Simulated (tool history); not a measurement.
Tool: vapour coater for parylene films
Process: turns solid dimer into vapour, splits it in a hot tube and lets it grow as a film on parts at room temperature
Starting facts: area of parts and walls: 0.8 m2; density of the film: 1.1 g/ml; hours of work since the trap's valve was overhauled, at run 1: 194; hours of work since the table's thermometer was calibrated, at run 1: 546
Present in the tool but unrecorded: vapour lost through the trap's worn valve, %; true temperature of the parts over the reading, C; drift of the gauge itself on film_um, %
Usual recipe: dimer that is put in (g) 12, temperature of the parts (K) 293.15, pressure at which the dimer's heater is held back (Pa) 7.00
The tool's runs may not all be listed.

run,day,dimer that is put in (g),temperature of the parts (K),pressure at which the dimer's heater is held back (Pa),hours of work since the trap's valve was overhauled,hours of work since the table's thermometer was calibrated,thickness of the film (um)
1,0.000,12,293.15,7.00,194,546,8.43
2,1.454,12,293.15,7.00,217,569,8.40
3,3.238,12,293.15,7.00,244,596,8.39
4,4.029,19,293.15,7.00,257,608,13.26
# day 4.583: trap's valve overhauled
5,5.517,19,293.15,7.00,14,629,12.90
6,6.629,19,293.15,7.00,32,646,12.77
7,7.821,12,298.15,4.68,50,664,7.10
8,9.267,5,296.15,2.74,72,686,3.60
9,11.062,6,295.15,2.68,100,714,4.51
10,12.021,6,295.15,2.68,114,729,4.49
11,13.650,6,295.15,2.68,140,754,4.47

Estimate the outcome of run 12 from the log above:
# day 14.683: trap's valve overhauled, once more
12,15.338,12,301.15,7.00,10,777,?

Run 12 yielded thickness of the film (um) 6.25.
Minus the tool's unlogged condition, the same run would have read thickness of the film (um) 6.12.

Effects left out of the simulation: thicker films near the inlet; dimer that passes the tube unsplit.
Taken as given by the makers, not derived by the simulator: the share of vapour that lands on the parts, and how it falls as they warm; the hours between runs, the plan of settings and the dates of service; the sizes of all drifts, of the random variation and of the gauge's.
